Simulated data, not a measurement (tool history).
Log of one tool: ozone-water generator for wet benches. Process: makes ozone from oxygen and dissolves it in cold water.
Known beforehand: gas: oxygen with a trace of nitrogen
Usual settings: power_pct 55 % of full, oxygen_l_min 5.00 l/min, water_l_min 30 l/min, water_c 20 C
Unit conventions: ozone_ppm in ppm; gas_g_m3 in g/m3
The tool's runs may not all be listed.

Run 1, day 0.000: usual settings. Result: ozone_ppm 14.6 ppm, gas_g_m3 166.6 g/m3.
Run 2, day 1.212: usual settings. Result: ozone_ppm 14.8 ppm, gas_g_m3 165.4 g/m3.
Run 3, day 2.412: usual settings but water_l_min 19 l/min. Result: ozone_ppm 20.3 ppm, gas_g_m3 166.2 g/m3.
Run 4, day 3.662: usual settings but water_l_min 19 l/min. Result: ozone_ppm 20.5 ppm, gas_g_m3 164.5 g/m3.
Run 5, day 5.046: usual settings but power_pct 89 % of full, water_l_min 19 l/min. Result: ozone_ppm 30.3 ppm, gas_g_m3 245.6 g/m3.
Run 6, day 6.267: usual settings but power_pct 89 % of full, water_l_min 19 l/min. Result: ozone_ppm 29.9 ppm, gas_g_m3 246.2 g/m3.
Run 7, day 7.125: usual settings. Result: ozone_ppm 14.7 ppm, gas_g_m3 166.0 g/m3.

Predict the results of run 8:
Run 8, day 7.933: usual settings but power_pct 60 % of full, oxygen_l_min 2.61 l/min, water_l_min 40 l/min, water_c 14 C. Result: ozone_ppm ?, gas_g_m3 ?.

{"run 8": {"ozone_ppm": 11.9, "gas_g_m3": 277.8}}
On a tool with no hidden condition, and with the same random variation, this run would have come out at ozone_ppm 12.6 ppm, gas_g_m3 281.5 g/m3.
